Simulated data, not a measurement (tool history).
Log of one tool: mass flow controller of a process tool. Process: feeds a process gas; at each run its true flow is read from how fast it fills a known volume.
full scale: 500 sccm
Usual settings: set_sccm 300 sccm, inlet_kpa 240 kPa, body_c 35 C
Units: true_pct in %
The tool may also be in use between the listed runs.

run,hour,set_sccm,inlet_kpa,body_c,true_pct
1,0,300,240,35,97.89
2,432,300,240,35,97.7
3,694.1,300,240,35,97.53
4,1174.9,300,240,35,97.46
5,1431,52,240,35,93.25
6,1689.5,100,240,35,95.06
7,1999.3,100,240,35,95.02
8,2407.7,300,240,35,97.09
9,2925.1,300,240,35,97.02
10,3150,300,219,35,96.82
11,3443.3,300,275,35,97.13
12,3922.3,275,240,35,96.63
13,4273.6,300,240,30,96.5
14,4686.9,300,240,21,96.25
15,5124.1,300,240,21,96.02
16,5530.5,300,240,21,96.03
17,5943.4,300,240,21,95.9
18,6291.7,300,240,21,95.89
19,6814.9,300,240,21,95.63
20,7266.6,300,240,21,95.56
21,7802.2,300,240,21,95.43
22,8283.3,300,240,35,95.7
23,8793.7,301,240,35,95.53
24,9288.1,132,240,35,92.99
25,9809.5,132,240,35,92.8
26,10254.1,132,240,35,92.61
27,10556.5,132,240,35,92.69
28,10803.5,132,240,35,92.54
29,11047.5,423,183,20,95.29
30,11574.2,280,240,32,94.5
31,11827.7,300,187,35,94.42
32,12149.1,300,194,24,94.1
33,12460,107,212,21,90.48
# hour 12629.9: controller exchanged for a calibrated one
34,12820.6,333,184,35,99
35,13221.9,333,184,35,98.8
36,13671.5,70,177,34,96.76
37,14193.8,81,240,23,96.69
38,14744.8,81,240,23,96.42
39,15084.4,81,240,23,96.17
40,15488.6,88,169,33,96.16
41,15771.8,88,169,33,95.88
42,16026.4,88,169,33,95.78
43,16500.1,222,161,28,97.01
44,16779.2,148,161,33,96.3
45,17101.2,107,221,24,95.76
46,17454.4,307,162,39,97.49
47,17756.4,162,262,21,96.35
48,18012.9,162,262,21,96.45
49,18500.1,300,151,23,96.88

Hidden state or all else? Some run-to-run changes of true_pct, split into what the settings, what came in and random variation would give without the hidden state, and what is left for the hidden state (with any gauge scatter that isn't in both results):
The hidden state here: flow at rest that the sensor doesn't see, % of full scale; true flow over the shown one, %; drift of the gauge itself on true_pct, %.
Run 4 -> 5: set_sccm 300 -> 52. true_pct -4.21 %: hidden state -2.61, all else -1.6.
Run 32 -> 33: set_sccm 300 -> 107, inlet_kpa 194 -> 212, body_c 24 -> 21. true_pct -3.62 %: hidden state -2.47, all else -1.15.
Run 33 -> 34: set_sccm 107 -> 333, inlet_kpa 212 -> 184, body_c 21 -> 35, controller exchanged for a calibrated one. true_pct +8.52 %: hidden state +6.92, all else +1.6.
